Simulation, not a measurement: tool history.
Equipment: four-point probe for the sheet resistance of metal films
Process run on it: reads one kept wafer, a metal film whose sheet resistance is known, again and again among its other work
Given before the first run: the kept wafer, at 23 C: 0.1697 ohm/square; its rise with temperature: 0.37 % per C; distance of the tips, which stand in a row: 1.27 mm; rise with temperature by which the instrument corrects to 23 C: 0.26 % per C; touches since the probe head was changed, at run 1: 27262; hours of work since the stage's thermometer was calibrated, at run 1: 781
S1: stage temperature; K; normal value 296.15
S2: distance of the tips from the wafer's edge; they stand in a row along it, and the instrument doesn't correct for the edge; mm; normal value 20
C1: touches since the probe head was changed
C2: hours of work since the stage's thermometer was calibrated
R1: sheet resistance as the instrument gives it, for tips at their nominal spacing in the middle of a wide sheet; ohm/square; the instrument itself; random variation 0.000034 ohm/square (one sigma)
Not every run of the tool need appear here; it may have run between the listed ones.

run	day	S1	S2	C1	C2	R1
1	0	296.15	20	27262	781	0.171109
2	2.546	296.15	20	27912	811	0.171044
3	4.625	299.15	20	28442	835	0.171584
4	6.5	296.15	20	28920	857	0.171077
5	8.012	296.15	20	29305	875	0.171058
6	10.321	294.15	20	29895	902	0.170722
7	12.971	296.15	28	30570	934	0.170789
8	16.254	296.15	28	31408	972	0.170855
9	18.362	296.15	20	31946	997	0.170993
10	20.962	296.15	20	32608	1028	0.171029
11	24.138	296.15	20	33418	1065	0.171009
12	27.246	296.15	20	34211	1102	0.171044
13	29.321	296.15	20	34740	1126	0.170972
14	31.029	298.15	26	35176	1146	0.171218
15	33.446	296.15	70	35792	1175	0.170725
16	36.254	296.15	7	36509	1208	0.173571
17	38.608	297.15	7	37109	1236	0.173813
18	40.088	302.15	7	37487	1253	0.174806
19	42.604	302.15	7	38129	1283	0.174764
20	45.038	294.15	5	38749	1311	0.175978
21	47.367	295.15	32	39344	1339	0.170619
22	49.633	295.15	32	39921	1365	0.17058
23	51.85	299.15	35	40487	1392	0.171298
24	53.229	293.15	44	40838	1408	0.17017
25	54.817	293.15	44	41243	1427	0.17022
26	57.429	307.15	66	41909	1457	0.172664

Forecast each of these 3 alternatives for the next run:
# day 57.825: stage's thermometer calibrated
A	59.638	307.15	60	42468	21	?
# day 57.825: stage's thermometer calibrated
B	59.638	306.15	5	42468	21	?
# day 57.825: stage's thermometer calibrated
C	59.638	294.15	66	42468	21	?

run	R1
A	0.172448
B	0.17803
C	0.170135
With no hidden state in the tool, these same runs would have given:
run	R1
A	0.171665
B	0.177224
C	0.169362

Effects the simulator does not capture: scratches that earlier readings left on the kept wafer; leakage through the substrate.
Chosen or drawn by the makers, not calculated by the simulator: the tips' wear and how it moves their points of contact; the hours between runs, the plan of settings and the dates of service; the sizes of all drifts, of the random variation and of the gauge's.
